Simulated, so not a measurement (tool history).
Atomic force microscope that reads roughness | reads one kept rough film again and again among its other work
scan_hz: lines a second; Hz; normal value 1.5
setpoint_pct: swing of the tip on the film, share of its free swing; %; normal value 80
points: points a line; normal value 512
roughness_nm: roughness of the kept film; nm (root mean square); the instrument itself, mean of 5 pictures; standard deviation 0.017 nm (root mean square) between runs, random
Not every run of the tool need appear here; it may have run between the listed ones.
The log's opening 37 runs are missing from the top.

{"hour": 1186.9, "done": "new tip fitted"}
{"run": 38, "hour": 1208.5, "scan_hz": 1.45, "setpoint_pct": 56, "points": 553, "roughness_nm": 4.428}
{"run": 39, "hour": 1233.6, "scan_hz": 3.38, "setpoint_pct": 69, "points": 408, "roughness_nm": 3.817}
{"run": 40, "hour": 1252.8, "scan_hz": 1.05, "setpoint_pct": 80, "points": 376, "roughness_nm": 4.018}
{"run": 41, "hour": 1277.3, "scan_hz": 0.97, "setpoint_pct": 72, "points": 595, "roughness_nm": 4.092}
{"hour": 1312.1, "done": "new tip fitted"}
{"run": 42, "hour": 1316.5, "scan_hz": 1.5, "setpoint_pct": 80, "points": 363, "roughness_nm": 4.062}
{"run": 43, "hour": 1343.3, "scan_hz": 0.9, "setpoint_pct": 80, "points": 637, "roughness_nm": 4.18}
{"run": 44, "hour": 1386.4, "scan_hz": 0.9, "setpoint_pct": 80, "points": 637, "roughness_nm": 4.075}
{"run": 45, "hour": 1430.8, "scan_hz": 0.9, "setpoint_pct": 80, "points": 637, "roughness_nm": 3.94}
{"hour": 1437.1, "done": "new tip fitted"}
{"run": 46, "hour": 1453.6, "scan_hz": 2.98, "setpoint_pct": 67, "points": 512, "roughness_nm": 4.018}
{"run": 47, "hour": 1478.0, "scan_hz": 2.98, "setpoint_pct": 67, "points": 512, "roughness_nm": 3.941}
{"run": 48, "hour": 1518.0, "scan_hz": 1.11, "setpoint_pct": 84, "points": 310, "roughness_nm": 3.865}
{"run": 49, "hour": 1547.5, "scan_hz": 1.12, "setpoint_pct": 81, "points": 655, "roughness_nm": 3.883}

Alternative continuations, all from the tool just after run 49; predict every row:
{"hour": 1563.7, "done": "new tip fitted"}
{"run": "A", "hour": 1581.5, "scan_hz": 0.66, "setpoint_pct": 70, "points": 760, "roughness_nm": "?"}
{"hour": 1563.7, "done": "new tip fitted"}
{"run": "B", "hour": 1581.5, "scan_hz": 2.49, "setpoint_pct": 64, "points": 467, "roughness_nm": "?"}
{"hour": 1563.7, "done": "new tip fitted"}
{"run": "C", "hour": 1581.5, "scan_hz": 1.5, "setpoint_pct": 80, "points": 885, "roughness_nm": "?"}
{"hour": 1563.7, "done": "new tip fitted"}
{"run": "D", "hour": 1581.5, "scan_hz": 0.6, "setpoint_pct": 79, "points": 652, "roughness_nm": "?"}

run=A roughness_nm=4.438
run=B roughness_nm=4.186
run=C roughness_nm=3.992
run=D roughness_nm=4.347
Without the tool's hidden state the same runs would have given:
run=A roughness_nm=4.519
run=B roughness_nm=4.263
run=C roughness_nm=4.066
run=D roughness_nm=4.428

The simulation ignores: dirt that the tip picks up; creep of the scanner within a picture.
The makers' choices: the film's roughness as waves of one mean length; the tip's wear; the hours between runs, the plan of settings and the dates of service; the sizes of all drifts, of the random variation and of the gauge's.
